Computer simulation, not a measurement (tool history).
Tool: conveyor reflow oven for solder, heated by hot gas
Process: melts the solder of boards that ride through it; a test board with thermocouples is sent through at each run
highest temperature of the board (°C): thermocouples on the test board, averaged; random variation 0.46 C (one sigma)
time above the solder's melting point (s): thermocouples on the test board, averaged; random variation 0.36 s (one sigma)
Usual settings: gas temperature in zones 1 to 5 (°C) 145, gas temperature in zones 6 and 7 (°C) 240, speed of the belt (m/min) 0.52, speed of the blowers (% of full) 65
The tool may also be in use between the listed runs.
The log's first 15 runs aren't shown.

| run | hour | gas temperature in zones 1 to 5 (°C) | gas temperature in zones 6 and 7 (°C) | speed of the belt (m/min) | speed of the blowers (% of full) | highest temperature of the board (°C) | time above the solder's melting point (s) |
|---|---|---|---|---|---|---|---|
| 16 | 452.2 | 145 | 240 | 0.52 | 65 | 222.7 | 78.3 |
| 17 | 484 | 140 | 251 | 0.52 | 65 | 232 | 81.9 |
| 18 | 508.4 | 140 | 247 | 0.427 | 65 | 234.5 | 102.2 |
| 19 | 548.2 | 140 | 229 | 0.582 | 65 | 208.8 | 55.3 |
| 20 | 586.8 | 156 | 250 | 0.453 | 56 | 236.3 | 104.6 |
| 21 | 613.7 | 145 | 244 | 0.454 | 65 | 228.9 | 95.3 |
| 22 | 635.6 | 145 | 230 | 0.52 | 86 | 216.3 | 72.9 |
| 23 | 660.6 | 143 | 252 | 0.492 | 62 | 234.2 | 89.3 |
|  | 673.2 | flux residue cleaned out of gas plates and filters |
| 24 | 702.7 | 134 | 252 | 0.52 | 72 | 233.6 | 81 |
| 25 | 741.3 | 146 | 240 | 0.445 | 69 | 227.3 | 96.9 |
| 26 | 762.1 | 146 | 240 | 0.554 | 69 | 222 | 73.3 |
| 27 | 780.6 | 144 | 240 | 0.52 | 65 | 223.5 | 78 |
| 28 | 807.4 | 144 | 240 | 0.52 | 65 | 223.3 | 77.8 |
| 29 | 834.3 | 153 | 236 | 0.604 | 87 | 219.2 | 67.7 |
| 30 | 863.5 | 145 | 236 | 0.52 | 63 | 218.5 | 75.1 |

Forecast each of these 5 alternatives for the next run:
| A | 891.2 | 145 | 249 | 0.52 | 57 | ? | ? |
| B | 891.2 | 139 | 236 | 0.52 | 63 | ? | ? |
| C | 891.2 | 156 | 255 | 0.52 | 65 | ? | ? |
| D | 891.2 | 145 | 250 | 0.52 | 63 | ? | ? |
| E | 891.2 | 158 | 254 | 0.52 | 65 | ? | ? |

| run | highest temperature of the board (°C) | time above the solder's melting point (s) |
|---|---|---|
| A | 228.5 | 82 |
| B | 217.4 | 71.3 |
| C | 237.5 | 92 |
| D | 230.5 | 83.6 |
| E | 236.8 | 92.5 |
Without the tool's hidden state the same runs would have given:
| run | highest temperature of the board (°C) | time above the solder's melting point (s) |
|---|---|---|
| A | 232.8 | 83.9 |
| B | 221.8 | 74.3 |
| C | 241.9 | 93.1 |
| D | 234.9 | 85.3 |
| E | 241.2 | 93.6 |

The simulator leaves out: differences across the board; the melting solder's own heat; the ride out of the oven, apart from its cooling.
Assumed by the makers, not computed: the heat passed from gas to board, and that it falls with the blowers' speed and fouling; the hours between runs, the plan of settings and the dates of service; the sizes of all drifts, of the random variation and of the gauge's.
